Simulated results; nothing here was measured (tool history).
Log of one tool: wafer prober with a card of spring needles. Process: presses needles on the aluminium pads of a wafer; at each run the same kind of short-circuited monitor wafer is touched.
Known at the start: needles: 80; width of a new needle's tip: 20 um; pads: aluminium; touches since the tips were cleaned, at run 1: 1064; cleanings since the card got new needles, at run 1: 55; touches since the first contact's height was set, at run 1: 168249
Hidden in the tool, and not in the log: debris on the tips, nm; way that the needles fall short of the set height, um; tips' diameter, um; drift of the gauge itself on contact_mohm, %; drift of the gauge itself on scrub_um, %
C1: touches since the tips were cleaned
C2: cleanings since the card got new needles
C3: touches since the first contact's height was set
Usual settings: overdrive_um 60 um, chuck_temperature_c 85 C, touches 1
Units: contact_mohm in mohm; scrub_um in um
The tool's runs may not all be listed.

run 1 hour=0 | overdrive_um=60 chuck_temperature_c=85 touches=1 | C1=1064 C2=55 C3=168249 | contact_mohm=319 scrub_um=8.45
-- hour=4.1 tips cleaned on abrasive film
run 2 hour=10.3 | overdrive_um=60 chuck_temperature_c=85 touches=1 | C1=2375 C2=56 C3=172154 | contact_mohm=329 scrub_um=8.46
-- hour=11.5 tips cleaned on abrasive film
run 3 hour=15.8 | overdrive_um=60 chuck_temperature_c=85 touches=1 | C1=1654 C2=57 C3=174200 | contact_mohm=329 scrub_um=8.58
-- hour=18.8 tips cleaned on abrasive film
run 4 hour=25.3 | overdrive_um=60 chuck_temperature_c=85 touches=1 | C1=2490 C2=58 C3=177784 | contact_mohm=336 scrub_um=8.37
-- hour=26.1 tips cleaned on abrasive film
-- hour=33 tips cleaned on abrasive film
run 5 hour=34.2 | overdrive_um=60 chuck_temperature_c=95 touches=1 | C1=449 C2=60 C3=181111 | contact_mohm=309 scrub_um=8.38
-- hour=39.8 tips cleaned on abrasive film
run 6 hour=45 | overdrive_um=60 chuck_temperature_c=95 touches=1 | C1=1976 C2=61 C3=185182 | contact_mohm=337 scrub_um=8.4
-- hour=46.6 tips cleaned on abrasive film
run 7 hour=52.4 | overdrive_um=60 chuck_temperature_c=95 touches=1 | C1=2235 C2=62 C3=188005 | contact_mohm=340 scrub_um=8.43
-- hour=53.6 tips cleaned on abrasive film
run 8 hour=59.2 | overdrive_um=60 chuck_temperature_c=95 touches=1 | C1=2143 C2=63 C3=190558 | contact_mohm=340 scrub_um=8.39
-- hour=60.2 height of the first contact set anew
-- hour=61 tips cleaned on abrasive film
-- hour=67.8 tips cleaned on abrasive film
run 9 hour=67.8 | overdrive_um=75 chuck_temperature_c=95 touches=1 | C1=0 C2=65 C3=2850 | contact_mohm=297 scrub_um=9.96
-- hour=74.7 tips cleaned on abrasive film
run 10 hour=76.3 | overdrive_um=60 chuck_temperature_c=28 touches=1 | C1=601 C2=66 C3=6038 | contact_mohm=300 scrub_um=7.72
-- hour=81.7 tips cleaned on abrasive film
run 11 hour=87.9 | overdrive_um=60 chuck_temperature_c=66 touches=1 | C1=2386 C2=67 C3=10448 | contact_mohm=336 scrub_um=7.78
-- hour=88.8 tips cleaned on abrasive film
-- hour=95.7 tips cleaned on abrasive film
run 12 hour=97.1 | overdrive_um=60 chuck_temperature_c=66 touches=1 | C1=523 C2=69 C3=13869 | contact_mohm=311 scrub_um=7.75
-- hour=103 tips cleaned on abrasive film
run 13 hour=105.7 | overdrive_um=60 chuck_temperature_c=85 touches=1 | C1=1007 C2=70 C3=17109 | contact_mohm=325 scrub_um=7.7
-- hour=109.8 tips cleaned on abrasive film
run 14 hour=113.7 | overdrive_um=60 chuck_temperature_c=85 touches=1 | C1=1492 C2=71 C3=20138 | contact_mohm=334 scrub_um=7.63
-- hour=116.5 tips cleaned on abrasive film
-- hour=120.9 height of the first contact set anew, once more
run 15 hour=120.9 | overdrive_um=60 chuck_temperature_c=85 touches=1 | C1=1559 C2=72 C3=0 | contact_mohm=322 scrub_um=9.29
-- hour=123.6 tips cleaned on abrasive film
run 16 hour=125.9 | overdrive_um=45 chuck_temperature_c=85 touches=1 | C1=886 C2=73 C3=1881 | contact_mohm=334 scrub_um=6.9
-- hour=130.5 tips cleaned on abrasive film
run 17 hour=134.8 | overdrive_um=59 chuck_temperature_c=59 touches=2 | C1=1633 C2=74 C3=5235 | contact_mohm=306 scrub_um=9.18
-- hour=138.1 tips cleaned on abrasive film
-- hour=145.5 tips cleaned on abrasive film
run 18 hour=145.5 | overdrive_um=59 chuck_temperature_c=106 touches=1 | C1=0 C2=76 C3=9267 | contact_mohm=310 scrub_um=9.02
-- hour=152.9 tips cleaned on abrasive film
run 19 hour=155.5 | overdrive_um=52 chuck_temperature_c=31 touches=3 | C1=1010 C2=77 C3=13042 | contact_mohm=289 scrub_um=8.07
-- hour=159.9 tips cleaned on abrasive film
run 20 hour=163.2 | overdrive_um=59 chuck_temperature_c=60 touches=1 | C1=1267 C2=78 C3=15938 | contact_mohm=312 scrub_um=9.08
-- hour=167 tips cleaned on abrasive film
run 21 hour=171.1 | overdrive_um=59 chuck_temperature_c=60 touches=1 | C1=1552 C2=79 C3=18893 | contact_mohm=312 scrub_um=9.14
-- hour=173.7 tips cleaned on abrasive film
-- hour=180.6 tips cleaned on abrasive film
run 22 hour=181.6 | overdrive_um=59 chuck_temperature_c=60 touches=1 | C1=387 C2=81 C3=22854 | contact_mohm=300 scrub_um=8.93
-- hour=188 tips cleaned on abrasive film
run 23 hour=191.3 | overdrive_um=59 chuck_temperature_c=60 touches=1 | C1=1254 C2=82 C3=26509 | contact_mohm=312 scrub_um=9.03
-- hour=195 tips cleaned on abrasive film
run 24 hour=197.4 | overdrive_um=41 chuck_temperature_c=101 touches=1 | C1=913 C2=83 C3=28778 | contact_mohm=345 scrub_um=6.23
-- hour=201.8 tips cleaned on abrasive film
run 25 hour=205.2 | overdrive_um=60 chuck_temperature_c=85 touches=1 | C1=1292 C2=84 C3=31716 | contact_mohm=319 scrub_um=9.1
-- hour=208.8 tips cleaned on abrasive film
run 26 hour=212.9 | overdrive_um=60 chuck_temperature_c=85 touches=1 | C1=1581 C2=85 C3=34642 | contact_mohm=321 scrub_um=9.21
-- hour=215.9 tips cleaned on abrasive film
-- hour=222.7 tips cleaned on abrasive film
run 27 hour=225.2 | overdrive_um=60 chuck_temperature_c=85 touches=1 | C1=954 C2=87 C3=39256 | contact_mohm=312 scrub_um=9.02
-- hour=229.6 tips cleaned on abrasive film
run 28 hour=230.7 | overdrive_um=60 chuck_temperature_c=85 touches=3 | C1=422 C2=88 C3=41334 | contact_mohm=300 scrub_um=9.17
run 29 hour=235.6 | overdrive_um=60 chuck_temperature_c=85 touches=3 | C1=2283 C2=88 C3=43195 | contact_mohm=311 scrub_um=9.04
-- hour=236.8 tips cleaned on abrasive film
run 30 hour=241.3 | overdrive_um=60 chuck_temperature_c=85 touches=3 | C1=1735 C2=89 C3=45338 | contact_mohm=305 scrub_um=9
-- hour=244.4 tips cleaned on abrasive film
-- hour=251.3 tips cleaned on abrasive film
run 31 hour=252.6 | overdrive_um=60 chuck_temperature_c=85 touches=3 | C1=499 C2=91 C3=49578 | contact_mohm=306 scrub_um=9.06

Hidden state or all else? Some run-to-run changes of contact_mohm, split into what the settings, what came in and random variation would give without the hidden state, and what is left for the hidden state (with any gauge scatter that isn't in both results):
Run 8 -> 9: overdrive_um 60 -> 75, height of the first contact set anew, tips cleaned on abrasive film, tips cleaned on abrasive film. contact_mohm -43 mohm: hidden state -32, all else -11.
Run 10 -> 11: chuck_temperature_c 28 -> 66, tips cleaned on abrasive film. contact_mohm +36 mohm: hidden state +28, all else +8.
Run 11 -> 12: tips cleaned on abrasive film, tips cleaned on abrasive film. contact_mohm -25 mohm: hidden state -29, all else +4.
Run 23 -> 24: overdrive_um 59 -> 41, chuck_temperature_c 60 -> 101, tips cleaned on abrasive film. contact_mohm +33 mohm: hidden state +13, all else +20.
